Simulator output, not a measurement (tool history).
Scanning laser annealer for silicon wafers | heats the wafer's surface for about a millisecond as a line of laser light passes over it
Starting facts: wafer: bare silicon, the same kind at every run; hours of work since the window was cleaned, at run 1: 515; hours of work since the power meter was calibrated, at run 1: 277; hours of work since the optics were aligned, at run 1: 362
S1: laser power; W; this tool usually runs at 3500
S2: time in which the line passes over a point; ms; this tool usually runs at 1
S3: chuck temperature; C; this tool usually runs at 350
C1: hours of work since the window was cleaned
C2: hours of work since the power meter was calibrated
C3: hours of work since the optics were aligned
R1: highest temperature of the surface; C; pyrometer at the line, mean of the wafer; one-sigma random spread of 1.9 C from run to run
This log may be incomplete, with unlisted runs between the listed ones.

| run | day | S1 | S2 | S3 | C1 | C2 | C3 | R1 |
|---|---|---|---|---|---|---|---|---|
| 1 | 0 | 3500 | 1 | 350 | 515 | 277 | 362 | 1059 |
| 2 | 0.571 | 3500 | 0.8 | 350 | 523 | 284 | 370 | 971 |
| 3 | 1.167 | 3500 | 0.8 | 350 | 531 | 293 | 378 | 971 |
| 4 | 1.608 | 3500 | 0.8 | 350 | 537 | 299 | 384 | 971 |
| 5 | 1.992 | 3500 | 1 | 350 | 542 | 304 | 389 | 1055 |
| 6 | 2.758 | 3500 | 1 | 335 | 553 | 314 | 399 | 1040 |
| 7 | 3.421 | 3500 | 1 | 335 | 562 | 323 | 409 | 1038 |
| 8 | 4.092 | 3500 | 1 | 335 | 571 | 333 | 418 | 1038 |
| 9 | 4.912 | 3500 | 1 | 335 | 582 | 344 | 429 | 1035 |
| 10 | 5.733 | 3500 | 1 | 335 | 593 | 355 | 440 | 1033 |
| 11 | 6.267 | 3500 | 1 | 335 | 601 | 362 | 447 | 1038 |
| 12 | 6.908 | 3500 | 1 | 314 | 609 | 371 | 456 | 1015 |
| 13 | 7.792 | 3500 | 1.17 | 350 | 621 | 383 | 468 | 1119 |
| 14 | 8.55 | 3500 | 1.17 | 350 | 632 | 393 | 479 | 1113 |
| 15 | 8.988 | 3500 | 1.17 | 350 | 638 | 399 | 485 | 1111 |
| 16 | 9.6 | 3500 | 1.17 | 350 | 646 | 408 | 493 | 1117 |
| 17 | 10.446 | 3500 | 1.17 | 350 | 658 | 419 | 505 | 1111 |
| 18 | 10.879 | 3500 | 1.17 | 350 | 664 | 425 | 510 | 1109 |
| 19 | 11.754 | 3500 | 1.17 | 350 | 676 | 437 | 522 | 1109 |
| 20 | 12.242 | 3500 | 1.17 | 350 | 682 | 444 | 529 | 1111 |
| 21 | 13.017 | 3500 | 1.17 | 350 | 693 | 455 | 540 | 1110 |
| 22 | 13.433 | 3500 | 1.17 | 350 | 699 | 460 | 545 | 1107 |
| 23 | 14.271 | 3500 | 1 | 361 | 710 | 472 | 557 | 1059 |
| 24 | 14.854 | 3185 | 0.76 | 350 | 718 | 480 | 565 | 879 |
| 25 | 15.396 | 3185 | 0.76 | 350 | 725 | 487 | 572 | 877 |
| 26 | 15.788 | 3502 | 1.17 | 387 | 731 | 492 | 578 | 1146 |
| 27 | 16.35 | 3502 | 1.17 | 387 | 738 | 500 | 585 | 1144 |
| 28 | 17.138 | 3502 | 1.17 | 387 | 749 | 511 | 596 | 1145 |
| 29 | 17.879 | 3502 | 0.7 | 387 | 759 | 521 | 606 | 951 |
| 30 | 18.646 | 3724 | 1.08 | 350 | 770 | 531 | 617 | 1130 |
| 31 | 19.133 | 3724 | 1.08 | 350 | 776 | 538 | 623 | 1130 |
|  | 19.717 | window over the wafer cleaned |
| 32 | 19.725 | 3724 | 1.08 | 350 | 0 | 545 | 630 | 1171 |
| 33 | 20.588 | 3724 | 1.21 | 386 | 12 | 557 | 642 | 1260 |
| 34 | 21.008 | 3528 | 1.01 | 349 | 18 | 563 | 648 | 1088 |
| 35 | 21.671 | 3500 | 0.85 | 367 | 27 | 572 | 657 | 1030 |

Take each entry between the runs: how does the hidden state at the last listed run before it differ from the hidden state at the first listed run after it?
In the gap between runs 31 and 32: window over the wafer cleaned (day 19.717)
  light that passes the window, % of a clean one's: 95.22 -> 99.57; laser's true power over the reading, %: 0.15 -> 0.16; width of the line over the set one, %: 1.94 -> 1.96
  measured result minus the result with no hidden state, R1: -57 -> -14 C

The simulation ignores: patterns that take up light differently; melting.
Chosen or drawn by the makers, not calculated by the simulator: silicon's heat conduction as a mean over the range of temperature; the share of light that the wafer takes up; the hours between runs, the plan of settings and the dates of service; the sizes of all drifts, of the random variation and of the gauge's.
